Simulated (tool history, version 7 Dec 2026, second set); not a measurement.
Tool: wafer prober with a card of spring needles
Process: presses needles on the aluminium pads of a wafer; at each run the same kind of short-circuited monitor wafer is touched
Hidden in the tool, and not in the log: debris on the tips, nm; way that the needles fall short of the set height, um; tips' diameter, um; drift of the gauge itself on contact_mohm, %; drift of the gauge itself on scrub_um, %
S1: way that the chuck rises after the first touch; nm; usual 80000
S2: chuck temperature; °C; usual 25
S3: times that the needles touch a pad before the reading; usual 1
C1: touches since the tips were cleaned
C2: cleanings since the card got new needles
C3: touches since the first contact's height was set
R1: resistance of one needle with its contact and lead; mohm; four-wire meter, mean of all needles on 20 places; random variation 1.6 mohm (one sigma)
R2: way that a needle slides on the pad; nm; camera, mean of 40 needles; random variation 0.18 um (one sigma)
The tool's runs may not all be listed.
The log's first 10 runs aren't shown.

run   hour     S1  S2  S3    C1  C2     C3   R1     R2
      75.5  -- tips cleaned on abrasive film
 11   80.8  80000  25   1   945  24  46554  186  18030
      85.4  -- tips cleaned on abrasive film
 12   91.4  80000  25   1  1053  25  48406  182  17650
      95.9  -- tips cleaned on abrasive film
 13  100.1  80000  25   1   751  26  49939  181  17970
 14  105.6  80000  25   1  1720  26  50908  198  18040
     106.7  -- tips cleaned on abrasive film
 15  110.9  78000  25   1   742  27  51827  182  17270
 16  116.1  78000  25   1  1661  27  52746  199  17540
     117.3  -- tips cleaned on abrasive film
 17  122.4  89000  34   1   887  28  53831  184  19810
     127.4  -- tips cleaned on abrasive film
 18  134.6  63000  55   2  1266  29  55976  194  13770
     137.5  -- tips cleaned on abrasive film
 19  143.2  65000  93   2  1019  30  57484  201  14420
     147.6  -- tips cleaned on abrasive film
 20  154.8  83000  27   2  1265  31  59513  178  18700
     157.8  -- tips cleaned on abrasive film
 21  166.4  74000  27   2  1527  32  61554  186  16110
     168.3  -- tips cleaned on abrasive film
 22  173.1  74000  27   2   847  33  62710  177  16190

The next listed run, before its measurement:
     178.9  -- tips cleaned on abrasive film
 23  184.1  88000  32   2  925  34  64641   ?   ?

Run 23 gave R1 173 mohm, R2 19770 nm.
Without the tool's hidden state the same run would have given R1 158 mohm, R2 20660 nm.
